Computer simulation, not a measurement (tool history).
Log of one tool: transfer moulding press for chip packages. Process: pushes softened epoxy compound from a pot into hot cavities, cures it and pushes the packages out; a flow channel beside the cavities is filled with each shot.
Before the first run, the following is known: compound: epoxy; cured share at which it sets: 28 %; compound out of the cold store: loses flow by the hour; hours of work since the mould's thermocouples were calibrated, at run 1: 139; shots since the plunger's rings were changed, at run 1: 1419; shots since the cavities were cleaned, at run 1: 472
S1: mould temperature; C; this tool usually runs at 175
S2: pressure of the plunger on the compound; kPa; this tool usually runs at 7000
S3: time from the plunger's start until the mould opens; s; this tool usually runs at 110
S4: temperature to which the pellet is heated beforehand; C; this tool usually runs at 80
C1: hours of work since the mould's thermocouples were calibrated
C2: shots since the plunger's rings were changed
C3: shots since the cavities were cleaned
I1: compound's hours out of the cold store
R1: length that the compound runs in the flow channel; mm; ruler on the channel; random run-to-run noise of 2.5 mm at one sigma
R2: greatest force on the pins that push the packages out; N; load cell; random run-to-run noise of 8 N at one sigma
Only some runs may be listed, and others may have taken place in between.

run   hour   S1    S2   S3  S4   C1    C2   C3    I1   R1   R2
  1      0  175  7000  110  80  139  1419  472  40.5  552  496
         5  -- cavities cleaned with cleaning compound and waxed
  2   43.9  175  7000  110  80  164  1817  366  18.4  588  598
      56.9  -- cavities cleaned with cleaning compound and waxed
  3   71.8  175  7000  110  80  179  2064  139  24.4  574  400
  4   90.5  175  7000  110  80  190  2239  314  15.1  585  457
     110.2  -- cavities cleaned with cleaning compound and waxed
  5  134.5  175  7000  110  80  215  2639  228  21.2  573  433
     163.6  -- cavities cleaned with cleaning compound and waxed
  6  163.6  175  7000  106  80  231  2897    0  36.5  544  355
  7  183.6  175  7000  106  80  242  3085  188  20.9  573  449
  8    207  175  7000  110  86  256  3305  408  40.6  534  485
     210.9  -- cavities cleaned with cleaning compound and waxed, once more
  9  238.3  175  7000  110  86  273  3585  258  11.2  580  442
     263.9  -- cavities cleaned with cleaning compound and waxed
     273.3  -- plunger's sealing rings changed
 10    283  175  7000  110  86  297    91  155   9.3  610  406
 11  312.3  175  7000  110  86  314   366  430  35.5  571  471
     319.1  -- cavities cleaned with cleaning compound and waxed
 12  335.4  175  7000  110  86  327   569  153  42.4  555  401
 13  354.8  175  7000  110  80  338   751  335  19.5  593  469
     373.7  -- cavities cleaned with cleaning compound and waxed
 14  380.5  175  5520  110  80  352   978   64  31.5  503  359
 15  414.1  175  7000  149  72  371  1293  379  16.5  591  398
     427.4  -- cavities cleaned with cleaning compound and waxed
 16  454.3  176  7000  110  79  394  1656  252   9.2  600  442
       480  -- cavities cleaned with cleaning compound and waxed
 17  482.2  175  7000  110  84  409  1905   22  12.1  592  349
 18  505.5  175  7000  110  84  423  2122  239  37.5  551  419
 19  525.3  175  5370  120  80  434  2309  426  29.7  495  440
     534.5  -- cavities cleaned with cleaning compound and waxed
 20  563.2  175  8580  110  70  456  2650  269  26.9  630  442
 21  582.8  175  8580  110  70  467  2834  453  19.1  638  471
     588.9  -- cavities cleaned with cleaning compound and waxed
 22  604.4  174  8580  110  85  479  3023  146  30.5  612  402
 23  636.1  177  7000  110  80  497  3321  444  32.1  542  456
     644.5  -- cavities cleaned with cleaning compound and waxed
 24  680.9  177  7000  110  80  522  3727  342  33.2  537  417
     697.6  -- plunger's sealing rings changed
     699.1  -- cavities cleaned with cleaning compound and waxed
 25  730.4  175  7000  105  80  549   293  293  33.7  572  463
     752.7  -- cavities cleaned with cleaning compound and waxed
 26  756.3  175  7000  105  80  563   523   34  26.4  582  371
     786.5  -- mould's thermocouples calibrated
 27  796.9  173  5460  110  80    6   884  395  21.4  528  522

Consider 3 possible next runs. They are alternatives, not a sequence: every one starts from the tool as it was left by run 27. What does each give?
     809.3  -- cavities cleaned with cleaning compound and waxed
  A  829.2  175  5480  110  75  24  1173  186  27.3   ?   ?
     809.3  -- cavities cleaned with cleaning compound and waxed
  B  829.2  174  5320  106  80  24  1173  186    38   ?   ?
     809.3  -- cavities cleaned with cleaning compound and waxed
  C  829.2  180  6100  110  80  24  1173  186  14.9   ?   ?

run   R1   R2
  A  508  414
  B  490  468
  C  541  351
Without the tool's unlogged condition, the same runs would have read:
run   R1   R2
  A  519  334
  B  501  380
  C  553  281
